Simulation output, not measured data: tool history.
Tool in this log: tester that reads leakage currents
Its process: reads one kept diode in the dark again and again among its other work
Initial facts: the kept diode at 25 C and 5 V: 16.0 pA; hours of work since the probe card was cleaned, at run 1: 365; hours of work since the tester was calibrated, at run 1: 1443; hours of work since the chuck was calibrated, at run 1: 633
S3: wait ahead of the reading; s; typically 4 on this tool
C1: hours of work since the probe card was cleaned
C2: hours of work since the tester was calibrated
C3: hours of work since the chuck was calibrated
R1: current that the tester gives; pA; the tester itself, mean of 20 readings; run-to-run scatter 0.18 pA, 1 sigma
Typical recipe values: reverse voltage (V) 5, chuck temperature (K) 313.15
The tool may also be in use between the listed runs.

Run 1, day 0: usual settings; C1 365; C2 1443; C3 633. Result: R1 61.16 pA.
Run 2, day 8.196: usual settings but S3 3.75 s; C1 515; C2 1593; C3 783. Result: R1 61.69 pA.
Run 3, day 15.354: usual settings but S3 3.75 s; C1 647; C2 1724; C3 915. Result: R1 63.1 pA.
Run 4, day 19.583: usual settings but S3 3.75 s; C1 724; C2 1802; C3 992. Result: R1 63.25 pA.
Run 5, day 23.567: usual settings but S3 3.75 s; C1 797; C2 1875; C3 1065. Result: R1 63.89 pA.
Run 6, day 30.092: usual settings but S3 3.75 s; C1 917; C2 1994; C3 1185. Result: R1 64.62 pA.
Run 7, day 35.075: usual settings but S3 3.75 s; C1 1008; C2 2086; C3 1276. Result: R1 65.03 pA.
Run 8, day 40.679: usual settings but S3 3.75 s; C1 1111; C2 2188; C3 1379. Result: R1 65.82 pA.
At day 43.562: chuck's temperature calibrated.
Run 9, day 47.992: usual settings but reverse voltage (V) 2.7; C1 1243; C2 2321; C3 81. Result: R1 48.65 pA.
Run 10, day 55.442: usual settings but reverse voltage (V) 2.7; C1 1380; C2 2457; C3 218. Result: R1 49.37 pA.
Run 11, day 62.975: usual settings; C1 1518; C2 2595; C3 356. Result: R1 69.06 pA.
Run 12, day 71.533: usual settings; C1 1674; C2 2752; C3 512. Result: R1 70.46 pA.
Run 13, day 76.529: usual settings; C1 1766; C2 2844; C3 604. Result: R1 70.7 pA.
Run 14, day 85.412: usual settings; C1 1929; C2 3006; C3 767. Result: R1 72.28 pA.
Run 15, day 92.375: usual settings; C1 2056; C2 3134; C3 894. Result: R1 72.94 pA.
At day 94.008: probe card cleaned and baked.
At day 96.779: chuck's temperature calibrated, once more.
Run 16, day 99.621: usual settings but chuck temperature (K) 302.15, S3 4.47 s; C1 101; C2 3263; C3 52. Result: R1 24.42 pA.
Run 17, day 107.583: usual settings but reverse voltage (V) 14.83; C1 247; C2 3409; C3 198. Result: R1 108.91 pA.
Run 18, day 116.721: usual settings but reverse voltage (V) 14.83; C1 415; C2 3576; C3 365. Result: R1 111.24 pA.
Run 19, day 123.762: usual settings but reverse voltage (V) 14.83, chuck temperature (K) 296.15, S3 0.47 s; C1 544; C2 3705; C3 494. Result: R1 37.01 pA.
Run 20, day 129.267: usual settings but reverse voltage (V) 4.17, chuck temperature (K) 296.15, S3 0.3 s; C1 644; C2 3806; C3 595. Result: R1 17.87 pA.
Run 21, day 136.192: usual settings but reverse voltage (V) 1.12, S3 4.93 s; C1 771; C2 3933; C3 722. Result: R1 29.38 pA.
Run 22, day 141.521: usual settings but reverse voltage (V) 1.12, S3 4.93 s; C1 869; C2 4031; C3 820. Result: R1 29.53 pA.
Run 23, day 150.604: usual settings but reverse voltage (V) 1.89, chuck temperature (K) 321.15, S3 1.76 s; C1 1035; C2 4197; C3 986. Result: R1 73.46 pA.
Run 24, day 157.85: usual settings but reverse voltage (V) 2.35, chuck temperature (K) 296.15, S3 9.58 s; C1 1168; C2 4330; C3 1119. Result: R1 11.35 pA.
Run 25, day 167.192: usual settings but reverse voltage (V) 2.49, chuck temperature (K) 296.15, S3 5.21 s; C1 1339; C2 4501; C3 1290. Result: R1 12.13 pA.
Run 26, day 171.458: usual settings but reverse voltage (V) 2.49, chuck temperature (K) 296.15, S3 5.21 s; C1 1418; C2 4579; C3 1368. Result: R1 12.27 pA.
At day 175.1: chuck's temperature calibrated.
Run 27, day 176.042: usual settings but reverse voltage (V) 2.49, chuck temperature (K) 296.15, S3 5.21 s; C1 1500; C2 4662; C3 17. Result: R1 10.82 pA.
Run 28, day 185.254: usual settings but reverse voltage (V) 2.49, chuck temperature (K) 296.15, S3 5.21 s; C1 1669; C2 4831; C3 186. Result: R1 11.12 pA.

Each row is a separate what-if for the run after 28, all from the same tool condition, not one after another. Results?
Run A, day 190.575: usual settings but reverse voltage (V) 12.36, chuck temperature (K) 296.15, S3 5.21 s; C1 1766; C2 4928; C3 284. Result: R1 ?.
Run B, day 190.575: usual settings but reverse voltage (V) 12.26, chuck temperature (K) 331.15, S3 3.19 s; C1 1766; C2 4928; C3 284. Result: R1 ?.
Run C, day 190.575: usual settings but reverse voltage (V) 6.28, chuck temperature (K) 329.15; C1 1766; C2 4928; C3 284. Result: R1 ?.
Run D, day 190.575: usual settings but reverse voltage (V) 2.49, chuck temperature (K) 296.15, S3 2.09 s; C1 1766; C2 4928; C3 284. Result: R1 ?.

run      R1
  A   30.83
  B  383.13
  C  234.61
  D   11.51
Had the tool no hidden state, the same runs would have come out as:
run      R1
  A   22.19
  B  367.66
  C  225.85
  D    9.64
